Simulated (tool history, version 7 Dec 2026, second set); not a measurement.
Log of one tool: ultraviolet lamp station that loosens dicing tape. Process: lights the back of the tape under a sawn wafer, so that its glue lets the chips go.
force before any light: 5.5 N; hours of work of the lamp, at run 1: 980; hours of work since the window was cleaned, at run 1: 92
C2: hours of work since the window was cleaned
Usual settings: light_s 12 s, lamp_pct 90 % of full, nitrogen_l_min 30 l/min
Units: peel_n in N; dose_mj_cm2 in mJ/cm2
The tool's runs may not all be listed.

{"run": 1, "hour": 0.0, "light_s": 12, "lamp_pct": 90, "nitrogen_l_min": 30, "hours of work of the lamp": 980, "C2": 92, "peel_n": 0.437, "dose_mj_cm2": 394}
{"run": 2, "hour": 39.1, "light_s": 12, "lamp_pct": 79, "nitrogen_l_min": 30, "hours of work of the lamp": 1011, "C2": 123, "peel_n": 0.552, "dose_mj_cm2": 349}
{"run": 3, "hour": 64.1, "light_s": 12, "lamp_pct": 79, "nitrogen_l_min": 30, "hours of work of the lamp": 1030, "C2": 143, "peel_n": 0.54, "dose_mj_cm2": 349}
{"run": 4, "hour": 97.2, "light_s": 12, "lamp_pct": 90, "nitrogen_l_min": 30, "hours of work of the lamp": 1056, "C2": 169, "peel_n": 0.443, "dose_mj_cm2": 401}
{"hour": 122.4, "done": "lamp changed"}
{"run": 5, "hour": 123.8, "light_s": 12, "lamp_pct": 90, "nitrogen_l_min": 30, "hours of work of the lamp": 1, "C2": 189, "peel_n": 0.443, "dose_mj_cm2": 399}
{"run": 6, "hour": 165.3, "light_s": 12, "lamp_pct": 78, "nitrogen_l_min": 30, "hours of work of the lamp": 34, "C2": 222, "peel_n": 0.574, "dose_mj_cm2": 345}
{"hour": 206.4, "done": "window cleaned of glue's vapour"}
{"run": 7, "hour": 208.6, "light_s": 12, "lamp_pct": 78, "nitrogen_l_min": 30, "hours of work of the lamp": 67, "C2": 2, "peel_n": 0.572, "dose_mj_cm2": 345}
{"run": 8, "hour": 228.1, "light_s": 12, "lamp_pct": 78, "nitrogen_l_min": 30, "hours of work of the lamp": 83, "C2": 17, "peel_n": 0.553, "dose_mj_cm2": 344}
{"run": 9, "hour": 248.9, "light_s": 12, "lamp_pct": 90, "nitrogen_l_min": 11, "hours of work of the lamp": 99, "C2": 33, "peel_n": 0.94, "dose_mj_cm2": 398}
{"run": 10, "hour": 273.9, "light_s": 12, "lamp_pct": 90, "nitrogen_l_min": 30, "hours of work of the lamp": 119, "C2": 53, "peel_n": 0.423, "dose_mj_cm2": 404}
{"run": 11, "hour": 300.0, "light_s": 12, "lamp_pct": 90, "nitrogen_l_min": 30, "hours of work of the lamp": 140, "C2": 74, "peel_n": 0.418, "dose_mj_cm2": 399}
{"run": 12, "hour": 340.3, "light_s": 12, "lamp_pct": 90, "nitrogen_l_min": 30, "hours of work of the lamp": 171, "C2": 105, "peel_n": 0.429, "dose_mj_cm2": 397}
{"run": 13, "hour": 383.5, "light_s": 12, "lamp_pct": 90, "nitrogen_l_min": 13, "hours of work of the lamp": 205, "C2": 139, "peel_n": 0.814, "dose_mj_cm2": 405}
{"run": 14, "hour": 407.7, "light_s": 12, "lamp_pct": 90, "nitrogen_l_min": 13, "hours of work of the lamp": 224, "C2": 159, "peel_n": 0.849, "dose_mj_cm2": 400}
{"run": 15, "hour": 426.1, "light_s": 12, "lamp_pct": 90, "nitrogen_l_min": 21, "hours of work of the lamp": 239, "C2": 173, "peel_n": 0.563, "dose_mj_cm2": 405}
{"run": 16, "hour": 461.4, "light_s": 12, "lamp_pct": 90, "nitrogen_l_min": 21, "hours of work of the lamp": 267, "C2": 201, "peel_n": 0.568, "dose_mj_cm2": 400}
{"run": 17, "hour": 497.6, "light_s": 12, "lamp_pct": 90, "nitrogen_l_min": 30, "hours of work of the lamp": 295, "C2": 229, "peel_n": 0.43, "dose_mj_cm2": 396}
{"hour": 529.0, "done": "window cleaned of glue's vapour"}
{"run": 18, "hour": 535.4, "light_s": 12, "lamp_pct": 90, "nitrogen_l_min": 30, "hours of work of the lamp": 324, "C2": 5, "peel_n": 0.414, "dose_mj_cm2": 403}
{"run": 19, "hour": 580.0, "light_s": 12, "lamp_pct": 85, "nitrogen_l_min": 30, "hours of work of the lamp": 360, "C2": 40, "peel_n": 0.489, "dose_mj_cm2": 376}
{"run": 20, "hour": 607.4, "light_s": 12, "lamp_pct": 90, "nitrogen_l_min": 40, "hours of work of the lamp": 381, "C2": 62, "peel_n": 0.351, "dose_mj_cm2": 403}
{"run": 21, "hour": 651.8, "light_s": 12, "lamp_pct": 90, "nitrogen_l_min": 40, "hours of work of the lamp": 416, "C2": 97, "peel_n": 0.369, "dose_mj_cm2": 398}
{"run": 22, "hour": 678.9, "light_s": 12, "lamp_pct": 90, "nitrogen_l_min": 40, "hours of work of the lamp": 437, "C2": 118, "peel_n": 0.351, "dose_mj_cm2": 401}
{"run": 23, "hour": 715.6, "light_s": 9, "lamp_pct": 91, "nitrogen_l_min": 25, "hours of work of the lamp": 466, "C2": 147, "peel_n": 0.812, "dose_mj_cm2": 302}
{"run": 24, "hour": 742.0, "light_s": 10, "lamp_pct": 89, "nitrogen_l_min": 33, "hours of work of the lamp": 487, "C2": 168, "peel_n": 0.574, "dose_mj_cm2": 330}
{"run": 25, "hour": 764.3, "light_s": 17, "lamp_pct": 64, "nitrogen_l_min": 13, "hours of work of the lamp": 505, "C2": 185, "peel_n": 0.757, "dose_mj_cm2": 404}
{"run": 26, "hour": 798.2, "light_s": 17, "lamp_pct": 64, "nitrogen_l_min": 13, "hours of work of the lamp": 531, "C2": 212, "peel_n": 0.796, "dose_mj_cm2": 402}
{"run": 27, "hour": 831.7, "light_s": 14, "lamp_pct": 67, "nitrogen_l_min": 16, "hours of work of the lamp": 558, "C2": 238, "peel_n": 0.907, "dose_mj_cm2": 349}
{"hour": 850.1, "done": "window cleaned of glue's vapour"}
{"run": 28, "hour": 868.7, "light_s": 14, "lamp_pct": 67, "nitrogen_l_min": 16, "hours of work of the lamp": 587, "C2": 15, "peel_n": 0.879, "dose_mj_cm2": 348}
{"run": 29, "hour": 913.4, "light_s": 12, "lamp_pct": 90, "nitrogen_l_min": 9, "hours of work of the lamp": 622, "C2": 50, "peel_n": 1.06, "dose_mj_cm2": 405}
{"run": 30, "hour": 953.2, "light_s": 17, "lamp_pct": 67, "nitrogen_l_min": 59, "hours of work of the lamp": 653, "C2": 81, "peel_n": 0.262, "dose_mj_cm2": 422}
{"run": 31, "hour": 992.8, "light_s": 17, "lamp_pct": 68, "nitrogen_l_min": 33, "hours of work of the lamp": 684, "C2": 112, "peel_n": 0.359, "dose_mj_cm2": 430}
{"run": 32, "hour": 1027.0, "light_s": 11, "lamp_pct": 90, "nitrogen_l_min": 30, "hours of work of the lamp": 711, "C2": 139, "peel_n": 0.515, "dose_mj_cm2": 365}
{"run": 33, "hour": 1055.1, "light_s": 8, "lamp_pct": 90, "nitrogen_l_min": 48, "hours of work of the lamp": 733, "C2": 162, "peel_n": 0.662, "dose_mj_cm2": 267}
{"run": 34, "hour": 1096.9, "light_s": 8, "lamp_pct": 95, "nitrogen_l_min": 48, "hours of work of the lamp": 766, "C2": 194, "peel_n": 0.624, "dose_mj_cm2": 281}
{"run": 35, "hour": 1135.0, "light_s": 12, "lamp_pct": 83, "nitrogen_l_min": 9, "hours of work of the lamp": 796, "C2": 224, "peel_n": 1.234, "dose_mj_cm2": 367}
{"run": 36, "hour": 1168.3, "light_s": 11, "lamp_pct": 90, "nitrogen_l_min": 41, "hours of work of the lamp": 823, "C2": 251, "peel_n": 0.426, "dose_mj_cm2": 365}
{"hour": 1171.4, "done": "window cleaned of glue's vapour"}
{"run": 37, "hour": 1209.9, "light_s": 24, "lamp_pct": 90, "nitrogen_l_min": 30, "hours of work of the lamp": 855, "C2": 30, "peel_n": 0.167, "dose_mj_cm2": 807}
{"run": 38, "hour": 1247.5, "light_s": 24, "lamp_pct": 90, "nitrogen_l_min": 30, "hours of work of the lamp": 885, "C2": 60, "peel_n": 0.163, "dose_mj_cm2": 798}
{"run": 39, "hour": 1279.1, "light_s": 16, "lamp_pct": 98, "nitrogen_l_min": 22, "hours of work of the lamp": 909, "C2": 85, "peel_n": 0.271, "dose_mj_cm2": 580}
{"run": 40, "hour": 1315.2, "light_s": 16, "lamp_pct": 98, "nitrogen_l_min": 22, "hours of work of the lamp": 938, "C2": 113, "peel_n": 0.281, "dose_mj_cm2": 580}
{"run": 41, "hour": 1357.3, "light_s": 10, "lamp_pct": 95, "nitrogen_l_min": 16, "hours of work of the lamp": 971, "C2": 146, "peel_n": 0.872, "dose_mj_cm2": 354}
{"run": 42, "hour": 1385.3, "light_s": 19, "lamp_pct": 88, "nitrogen_l_min": 16, "hours of work of the lamp": 993, "C2": 168, "peel_n": 0.327, "dose_mj_cm2": 615}

Forecast each of these 3 alternatives for the next run:
{"run": "A", "hour": 1406.8, "light_s": 15, "lamp_pct": 88, "nitrogen_l_min": 16, "hours of work of the lamp": 1010, "C2": 185, "peel_n": "?", "dose_mj_cm2": "?"}
{"run": "B", "hour": 1406.8, "light_s": 15, "lamp_pct": 74, "nitrogen_l_min": 16, "hours of work of the lamp": 1010, "C2": 185, "peel_n": "?", "dose_mj_cm2": "?"}
{"run": "C", "hour": 1406.8, "light_s": 9, "lamp_pct": 77, "nitrogen_l_min": 16, "hours of work of the lamp": 1010, "C2": 185, "peel_n": "?", "dose_mj_cm2": "?"}

run=A peel_n=0.501 dose_mj_cm2=489
run=B peel_n=0.648 dose_mj_cm2=409
run=C peel_n=1.375 dose_mj_cm2=259
Without the tool's hidden state the same runs would have given:
run=A peel_n=0.497 dose_mj_cm2=491
run=B peel_n=0.643 dose_mj_cm2=410
run=C peel_n=1.367 dose_mj_cm2=260

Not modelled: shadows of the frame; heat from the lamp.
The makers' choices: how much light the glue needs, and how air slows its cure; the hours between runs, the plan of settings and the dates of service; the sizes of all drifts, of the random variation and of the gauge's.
